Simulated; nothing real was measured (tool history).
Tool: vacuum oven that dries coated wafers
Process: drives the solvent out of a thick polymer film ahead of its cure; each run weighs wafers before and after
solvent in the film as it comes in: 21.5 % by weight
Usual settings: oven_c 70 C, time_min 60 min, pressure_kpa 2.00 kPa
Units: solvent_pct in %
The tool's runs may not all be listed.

run	day	oven_c	time_min	pressure_kpa	solvent_pct
1	0.000	70	60	2.00	3.62
2	1.079	70	60	2.00	3.65
3	3.121	70	60	2.00	3.63
4	4.821	70	60	2.00	3.58
5	6.796	56	60	2.00	10.74
6	7.888	56	60	2.00	10.54
7	9.721	77	60	2.00	1.36
# day 10.008: oven's thermocouples calibrated
8	11.796	77	60	2.00	1.25
9	12.996	77	81	2.00	0.74
10	15.296	57	60	5.95	10.69
11	16.329	68	60	2.00	3.92
12	18.429	57	60	2.00	9.15
13	20.525	82	78	2.00	0.45
14	21.483	81	77	1.86	0.51
15	23.075	80	77	1.86	0.58
# day 24.021: oven's thermocouples calibrated, once more
16	24.833	70	60	7.55	6.08

Forecast each of these 4 alternatives for the next run:
A	26.200	67	60	1.81	?
B	26.200	70	60	7.78	?
C	26.200	70	34	7.55	?
D	26.200	60	60	7.55	?

run	solvent_pct
A	5.76
B	6.15
C	9.04
D	11.25
Without the tool's hidden state the same runs would have given:
run	solvent_pct
A	5.52
B	5.92
C	8.83
D	11.00
